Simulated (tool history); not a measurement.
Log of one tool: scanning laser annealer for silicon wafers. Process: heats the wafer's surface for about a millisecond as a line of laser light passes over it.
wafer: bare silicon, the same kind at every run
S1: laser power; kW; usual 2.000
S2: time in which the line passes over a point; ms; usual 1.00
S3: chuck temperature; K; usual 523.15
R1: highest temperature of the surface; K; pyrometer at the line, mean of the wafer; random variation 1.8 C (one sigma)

run,hour,S1,S2,S3,R1
1,0.0,2.000,1.00,523.15,1259.15
2,35.5,2.000,1.00,523.15,1258.15
3,61.0,1.793,1.00,523.15,1183.15
4,95.5,2.000,1.03,523.15,1268.15
5,114.3,2.000,1.03,523.15,1268.15
6,147.4,2.000,1.03,523.15,1271.15
7,169.7,2.000,1.03,523.15,1267.15
8,205.5,2.000,1.04,523.15,1272.15
9,238.2,1.893,0.93,523.15,1189.15
10,255.6,1.893,0.86,523.15,1162.15
11,292.6,1.893,1.03,506.15,1210.15
12,327.2,1.893,1.03,506.15,1210.15
13,347.9,1.857,0.85,491.15,1111.15
14,386.8,2.000,0.71,523.15,1126.15
15,415.1,2.000,0.71,523.15,1130.15

5 ways to go on from here, each from the tool as it stands after run 15. What would each give?
A,433.4,2.062,0.74,523.15,?
B,433.4,2.000,0.76,546.15,?
C,433.4,1.943,0.76,497.15,?
D,433.4,1.973,0.76,543.15,?
E,433.4,2.000,0.71,513.15,?

run,R1
A,1161.15
B,1175.15
C,1108.15
D,1164.15
E,1119.15
Without the tool's hidden state the same runs would have given:
run,R1
A,1169.15
B,1183.15
C,1116.15
D,1172.15
E,1126.15

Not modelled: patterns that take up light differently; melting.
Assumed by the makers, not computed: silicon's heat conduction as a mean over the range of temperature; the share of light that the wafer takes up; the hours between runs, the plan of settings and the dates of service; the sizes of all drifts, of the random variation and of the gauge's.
